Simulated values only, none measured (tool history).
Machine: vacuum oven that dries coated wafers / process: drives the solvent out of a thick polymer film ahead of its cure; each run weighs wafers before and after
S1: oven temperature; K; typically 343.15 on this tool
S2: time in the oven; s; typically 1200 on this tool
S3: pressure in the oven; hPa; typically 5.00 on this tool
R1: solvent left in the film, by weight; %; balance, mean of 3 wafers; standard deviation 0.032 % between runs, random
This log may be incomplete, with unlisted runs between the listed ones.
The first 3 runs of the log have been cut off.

Run 4, hour 98.1: usual settings but S2 1320 s. Result: R1 0.84 %.
Run 5, hour 139.9: usual settings but S1 328.15 K. Result: R1 3.86 %.
Run 6, hour 176.1: usual settings but S1 328.15 K. Result: R1 3.85 %.
Run 7, hour 219.4: usual settings but S1 328.15 K. Result: R1 3.84 %.
Run 8, hour 261.2: usual settings but S1 328.15 K, S2 1920 s. Result: R1 2.18 %.
Run 9, hour 294.8: usual settings but S2 1140 s. Result: R1 1.09 %.
Run 10, hour 316.5: usual settings but S2 1140 s. Result: R1 1.07 %.
Run 11, hour 347.8: usual settings but S3 3.09 hPa. Result: R1 0.85 %.
Run 12, hour 387.7: usual settings but S3 3.09 hPa. Result: R1 0.86 %.
At hour 393.2: vacuum gauge cleaned of residue and calibrated.
Run 13, hour 412.2: usual settings but S3 10.64 hPa. Result: R1 1.40 %.
Run 14, hour 444.8: usual settings but S3 10.64 hPa. Result: R1 1.37 %.
Run 15, hour 475.4: usual settings but S3 10.64 hPa. Result: R1 1.42 %.
Run 16, hour 519.2: usual settings but S3 10.64 hPa. Result: R1 1.38 %.
Run 17, hour 557.1: usual settings but S1 342.15 K, S3 7.00 hPa. Result: R1 1.34 %.

Run 18 has not been measured yet. What should we expect?
At hour 561.2: vacuum gauge cleaned of residue and calibrated, once more.
Run 18, hour 590.5: usual settings but S1 347.15 K, S2 720 s, S3 9.63 hPa. Result: R1 ?.

Run 18 measured R1 1.68 %.
Without the tool's hidden state the same run would have given R1 1.51 %.

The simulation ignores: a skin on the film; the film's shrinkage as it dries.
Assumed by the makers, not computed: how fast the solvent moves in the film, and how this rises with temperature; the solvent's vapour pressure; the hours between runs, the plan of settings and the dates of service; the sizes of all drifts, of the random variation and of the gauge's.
